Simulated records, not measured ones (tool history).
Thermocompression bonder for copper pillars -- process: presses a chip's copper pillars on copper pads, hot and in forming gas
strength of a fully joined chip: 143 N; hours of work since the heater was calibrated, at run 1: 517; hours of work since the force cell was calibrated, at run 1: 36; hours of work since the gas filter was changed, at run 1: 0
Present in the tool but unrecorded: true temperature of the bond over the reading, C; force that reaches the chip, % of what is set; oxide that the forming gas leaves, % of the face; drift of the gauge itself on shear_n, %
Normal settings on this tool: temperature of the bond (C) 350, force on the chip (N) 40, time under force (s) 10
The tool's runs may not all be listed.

run   hour  temperature of the bond (C)  force on the chip (N)  time under force (s)  hours of work since the heater was calibrated  hours of work since the force cell was calibrated  hours of work since the gas filter was changed  force that shears a chip off (N)
  1    0.0                          350                     40                    10                                            517                                                 36                                               0                              87.0
  2   44.3                          350                     40                    10                                            551                                                 70                                              34                              87.2
  3   88.7                          350                     40                    10                                            585                                                104                                              68                              85.0
  4  155.4                          368                     40                    10                                            635                                                154                                             119                              95.1
  5  227.1                          350                     32                    10                                            690                                                209                                             173                              77.5
  6  296.3                          350                     32                    10                                            743                                                262                                             226                              76.2
  7  338.8                          350                     32                    10                                            775                                                294                                             259                              76.7
  8  387.1                          350                     32                    10                                            812                                                331                                             296                              75.4
  9  417.6                          360                     40                    24                                            836                                                355                                             319                             109.5
 10  485.5                          350                     49                    10                                            887                                                406                                             371                              88.0
     493.0  -- force cell calibrated
 11  544.9                          350                     49                    10                                            932                                                 40                                             415                              85.9
 12  611.8                          350                     58                     7                                            983                                                 91                                             466                              82.9
 13  647.4                          350                     58                     7                                           1010                                                118                                             493                              81.7
     652.2  -- forming gas filter changed
 14  695.4                          350                     58                     7                                           1046                                                154                                              33                              86.3
     750.6  -- force cell calibrated, once more
 15  753.8                          350                     58                     8                                           1090                                                  2                                              76                              90.5

Below, some changes in force that shears a chip off (N) between adjacent runs. For each, the amount present without the hidden state too (settings, incoming material, random variation) and the amount remaining for the hidden state with gauge scatter not shared by both compared results:
Run 8 -> 9: temperature of the bond (C) 350 -> 360, force on the chip (N) 32 -> 40, time under force (s) 10 -> 24. force that shears a chip off (N) +34.1: hidden state -1.0, all else +35.1.
Run 13 -> 14: forming gas filter changed. force that shears a chip off (N) +4.6: hidden state +4.0, all else +0.6.
